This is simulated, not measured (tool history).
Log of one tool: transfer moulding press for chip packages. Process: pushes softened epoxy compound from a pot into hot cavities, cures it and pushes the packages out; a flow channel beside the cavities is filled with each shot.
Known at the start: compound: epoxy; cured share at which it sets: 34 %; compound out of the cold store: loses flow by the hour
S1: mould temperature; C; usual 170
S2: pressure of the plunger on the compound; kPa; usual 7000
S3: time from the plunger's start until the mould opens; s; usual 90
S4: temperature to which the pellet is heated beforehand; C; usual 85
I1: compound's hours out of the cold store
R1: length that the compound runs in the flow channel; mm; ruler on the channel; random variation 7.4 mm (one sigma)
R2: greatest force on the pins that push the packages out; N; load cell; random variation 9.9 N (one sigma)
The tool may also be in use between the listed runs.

run   hour   S1    S2   S3  S4    I1    R1   R2
  1    0.0  170  7000   90  85  29.5   839  726
  2   10.8  170  7000   90  85  11.4   937  836
  3   24.0  170  7000   90  85   9.2   925  875
      27.8  -- cavities cleaned with cleaning compound and waxed
  4   31.8  170  7000   90  85  45.8   760  492
  5   40.8  170  7000   90  85  15.3   883  620
      48.2  -- plunger's sealing rings changed
  6   53.1  170  8060   90  85  24.7   996  687
  7   64.6  170  7000   96  85   8.7  1019  703
  8   78.0  170  7000  125  85  12.4   976  661
      85.2  -- cavities cleaned with cleaning compound and waxed
  9   93.8  170  7000  125  85  24.6   932  430
 10  107.4  170  7000  125  85  24.9   919  548
 11  119.3  170  7000   99  85  46.0   825  664
 12  131.6  170  7000   99  85  16.6   957  730
     139.8  -- cavities cleaned with cleaning compound and waxed
 13  147.2  170  7000   99  82  38.4   856  481
 14  156.5  170  8270   90  85  27.8   960  625
 15  168.9  170  8270   90  85   9.0  1079  746
 16  181.1  169  7110  123  85  21.5   932  626
 17  192.4  170  7620   90  85  35.9   897  852
     194.7  -- cavities cleaned with cleaning compound and waxed
 18  203.5  170  6540   90  94  22.3   880  531
 19  209.5  170  8590   90  91  32.3   961  599
 20  220.1  170  8590   90  91  46.4   892  653
 21  233.4  174  6020   78  79  33.2   803  748
 22  239.8  174  5210   78  94  16.5   811  821
     249.1  -- cavities cleaned with cleaning compound and waxed
 23  255.1  170  7000   97  85  29.2   864  484
 24  266.3  170  8180   97  93  26.7   947  589

Forecast each of these 4 alternatives for the next run:
  A  277.1  178  7000  90  85  19.7   ?   ?
  B  277.1  175  7000  90  85  15.5   ?   ?
  C  277.1  170  7000  90  87  46.6   ?   ?
  D  277.1  170  7000  89  85  12.9   ?   ?

run   R1   R2
  A  901  560
  B  913  631
  C  795  681
  D  942  744
Without the tool's hidden state the same runs would have given:
run   R1   R2
  A  938  365
  B  951  412
  C  828  448
  D  981  495
